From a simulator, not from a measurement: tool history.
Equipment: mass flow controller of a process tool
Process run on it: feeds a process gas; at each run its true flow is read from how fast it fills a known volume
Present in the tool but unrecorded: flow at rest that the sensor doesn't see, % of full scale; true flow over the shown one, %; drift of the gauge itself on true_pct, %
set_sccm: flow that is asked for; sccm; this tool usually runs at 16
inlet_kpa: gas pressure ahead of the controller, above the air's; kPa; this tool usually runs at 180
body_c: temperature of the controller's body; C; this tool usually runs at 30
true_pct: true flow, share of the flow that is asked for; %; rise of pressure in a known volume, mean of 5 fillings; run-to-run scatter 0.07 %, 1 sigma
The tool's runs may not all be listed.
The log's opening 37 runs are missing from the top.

run,hour,set_sccm,inlet_kpa,body_c,hours of work since the controller was set to zero,hours of work since the controller was changed,true_pct
38,3416.1,5,180,23,178,3846,95.94
39,3503.8,2,228,28,222,3890,95.23
40,3597.2,15,258,23,269,3937,98.11
41,3731.6,15,258,23,336,4005,98.33
42,3811.9,3,236,26,376,4045,95.63
43,3938.6,2,180,30,440,4109,94.4
44,4000.6,4,219,36,471,4140,95.2
45,4072.2,3,219,38,507,4176,94.71
46,4179.4,3,219,38,561,4230,94.71
47,4282.7,3,219,38,613,4281,94.7
48,4372.2,2,219,22,658,4326,94.55

Alternative continuations, all from the tool just after run 48; predict every row:
A,4499.8,12,219,22,722,4390,?
B,4499.8,2,192,22,722,4390,?
C,4499.8,10,259,22,722,4390,?

run,true_pct
A,97.26
B,94.33
C,97.23
With no hidden state in the tool, these same runs would have given:
run,true_pct
A,99.11
B,97.51
C,99.13
